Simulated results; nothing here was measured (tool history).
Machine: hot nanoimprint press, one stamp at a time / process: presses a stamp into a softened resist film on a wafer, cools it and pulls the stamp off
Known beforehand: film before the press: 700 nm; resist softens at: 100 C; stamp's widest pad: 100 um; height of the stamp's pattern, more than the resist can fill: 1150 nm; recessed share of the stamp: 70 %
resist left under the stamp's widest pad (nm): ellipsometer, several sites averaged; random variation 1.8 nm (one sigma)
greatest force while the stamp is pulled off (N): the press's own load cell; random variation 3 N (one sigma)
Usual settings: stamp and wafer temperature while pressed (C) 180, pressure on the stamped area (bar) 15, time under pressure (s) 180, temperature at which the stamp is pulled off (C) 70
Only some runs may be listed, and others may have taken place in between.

| run | day | stamp and wafer temperature while pressed (C) | pressure on the stamped area (bar) | time under pressure (s) | temperature at which the stamp is pulled off (C) | resist left under the stamp's widest pad (nm) | greatest force while the stamp is pulled off (N) |
|---|---|---|---|---|---|---|---|
| 1 | 0 | 180 | 15 | 180 | 70 | 289.6 | 138 |
| 2 | 2.638 | 180 | 15 | 180 | 70 | 293 | 139 |
| 3 | 4.846 | 180 | 15 | 180 | 70 | 290.7 | 138 |
| 4 | 6.9 | 180 | 15 | 180 | 70 | 292.3 | 145 |
| 5 | 9.096 | 180 | 15 | 180 | 70 | 290.4 | 140 |
| 6 | 10.342 | 180 | 15 | 327 | 70 | 228.4 | 140 |
| 7 | 12.358 | 180 | 15 | 101 | 70 | 362.4 | 143 |
| 8 | 14.188 | 180 | 15 | 101 | 70 | 367.5 | 141 |
| 9 | 15.792 | 182 | 15 | 180 | 70 | 274.5 | 140 |
| 10 | 16.95 | 182 | 15 | 180 | 70 | 273.9 | 144 |
| 11 | 18.958 | 182 | 15 | 180 | 70 | 274.2 | 141 |
| 12 | 21.333 | 190 | 15 | 180 | 70 | 213.6 | 139 |
| 13 | 23.212 | 190 | 15 | 180 | 70 | 210.7 | 143 |
| 14 | 25.692 | 190 | 15 | 197 | 70 | 206 | 136 |
| 15 | 28.612 | 190 | 15 | 297 | 70 | 170.9 | 142 |
| 16 | 30.642 | 190 | 15 | 297 | 55 | 170.6 | 168 |
| 17 | 32.133 | 181 | 20.6 | 205 | 70 | 232.1 | 140 |
| 18 | 34.433 | 181 | 20.6 | 205 | 70 | 231.3 | 137 |
| 19 | 36.917 | 180 | 15 | 255 | 60 | 252.5 | 152 |
| 20 | 38.708 | 180 | 15 | 255 | 60 | 251.5 | 168 |
| 21 | 41.625 | 180 | 11.5 | 255 | 75 | 280.9 | 132 |
| 22 | 44.079 | 175 | 13.3 | 255 | 75 | 313.4 | 135 |
| 23 | 46.171 | 175 | 13.3 | 255 | 59 | 317.7 | 161 |
| 24 | 48.167 | 173 | 22.9 | 115 | 59 | 366.3 | 163 |
| 25 | 49.617 | 173 | 22.9 | 115 | 59 | 367.6 | 167 |
| 26 | 51.908 | 186 | 15 | 180 | 55 | 240.5 | 166 |
| 27 | 53.867 | 170 | 15 | 180 | 55 | 395.6 | 168 |
| 28 | 56.679 | 170 | 15 | 180 | 55 | 395.7 | 171 |

The log once held 11 entries between its listed runs, left out of this copy. Where does each go, and what is different about the tool's unlogged condition between the listed run before it and the listed run after it?
From run 2 to run 3: stamp cleaned and given a new release coat (day 4.329)
  pressure that arrives at the usual setting, %: 99.96 -> 99.95; grip of the stamp's worn release coat, % over a new coat's: 0.7 -> 0.1
From run 6 to run 7: stamp cleaned and given a new release coat (day 11.525)
  pressure that arrives at the usual setting, %: 99.91 -> 99.89; grip of the stamp's worn release coat, % over a new coat's: 0.8 -> 0.1
From run 10 to run 11: stamp cleaned and given a new release coat (day 18.871)
  pressure that arrives at the usual setting, %: 99.86 -> 99.85; grip of the stamp's worn release coat, % over a new coat's: 0.7 -> 0
From run 11 to run 12: plate thermocouple calibrated (day 20.275)
  true temperature over the reading, C: 0.09 -> 0.01; pressure that arrives at the usual setting, %: 99.85 -> 99.83; grip of the stamp's worn release coat, % over a new coat's: 0 -> 0.3
From run 14 to run 15: stamp cleaned and given a new release coat (day 26.221)
  true temperature over the reading, C: 0.02 -> 0.03; pressure that arrives at the usual setting, %: 99.8 -> 99.78; grip of the stamp's worn release coat, % over a new coat's: 0.9 -> 0.3
From run 17 to run 18: stamp cleaned and given a new release coat (day 33.438)
  pressure that arrives at the usual setting, %: 99.76 -> 99.74; grip of the stamp's worn release coat, % over a new coat's: 0.8 -> 0.1
From run 20 to run 21: stamp cleaned and given a new release coat (day 40.708)
  pressure that arrives at the usual setting, %: 99.71 -> 99.69; grip of the stamp's worn release coat, % over a new coat's: 0.7 -> 0.1
From run 23 to run 24: stamp cleaned and given a new release coat (day 47.871)
  pressure that arrives at the usual setting, %: 99.66 -> 99.65; grip of the stamp's worn release coat, % over a new coat's: 0.7 -> 0
From run 26 to run 27: plate thermocouple calibrated (day 52.329)
  true temperature over the reading, C: 0.1 -> 0; pressure that arrives at the usual setting, %: 99.62 -> 99.61; grip of the stamp's worn release coat, % over a new coat's: 0.5 -> 0.8
From run 27 to run 28: press's hydraulic seals changed and the load cell set to zero (day 55.096); stamp cleaned and given a new release coat (day 55.546)
  pressure that arrives at the usual setting, %: 99.61 -> 99.98; grip of the stamp's worn release coat, % over a new coat's: 0.8 -> 0.1
